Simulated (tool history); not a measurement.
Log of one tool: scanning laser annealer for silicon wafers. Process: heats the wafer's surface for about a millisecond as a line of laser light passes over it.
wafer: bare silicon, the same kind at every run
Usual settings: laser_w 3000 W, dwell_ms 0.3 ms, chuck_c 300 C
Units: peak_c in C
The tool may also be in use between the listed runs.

run,hour,laser_w,dwell_ms,chuck_c,peak_c
1,0,3000,0.3,300,1015
2,9.9,3000,0.3,300,1016
3,19.9,3000,0.306,300,1022
4,25.6,3000,0.306,300,1024
5,31,3000,0.306,300,1023
6,39.2,3000,0.306,300,1024
7,48.5,3000,0.306,300,1024
8,59.5,3000,0.306,300,1023
9,68.7,2910,0.3,300,994
10,75.9,2910,0.3,300,996
11,82,2910,0.3,300,994
12,90.5,2910,0.3,300,995
13,96.2,2910,0.3,300,992
14,103.2,2826,0.3,300,971
15,113.8,2826,0.3,302,971
16,123,2826,0.3,302,975
17,128,2826,0.3,302,975
18,135.1,2826,0.3,314,990
19,146.2,2826,0.3,314,986
20,152.7,3000,0.334,300,1056
21,163.7,3000,0.334,300,1053
22,174.4,2666,0.3,261,894
23,185,3267,0.3,275,1058
24,193.1,3267,0.3,275,1055
25,203.3,2571,0.267,323,897
26,211.9,2571,0.267,323,899
27,220,3266,0.267,323,1067
28,230.3,3067,0.315,308,1059
29,241.1,3067,0.33,308,1073
# hour 251.7: window over the wafer cleaned
30,251.7,3067,0.33,308,1075
31,258.4,3037,0.3,300,1026
32,263.9,3037,0.3,300,1026
33,268.6,3037,0.356,340,1125
34,276.1,2676,0.268,314,916
35,283.7,2860,0.322,312,1020
36,292.4,2896,0.293,266,950
37,297.4,2896,0.293,266,948
38,302,2642,0.3,272,899
39,308.2,2642,0.3,272,900
40,312.9,3195,0.218,263,924
41,323.6,3008,0.3,323,1045
42,333.7,3008,0.3,323,1042

3 ways to go on from here, each from the tool as it stands after run 42. What would each give?
A,338.8,3000,0.241,270,?
B,338.8,3008,0.238,333,?
C,338.8,2612,0.3,322,?

run,peak_c
A,917
B,979
C,941
Without the tool's hidden state the same runs would have given:
run,peak_c
A,917
B,979
C,941
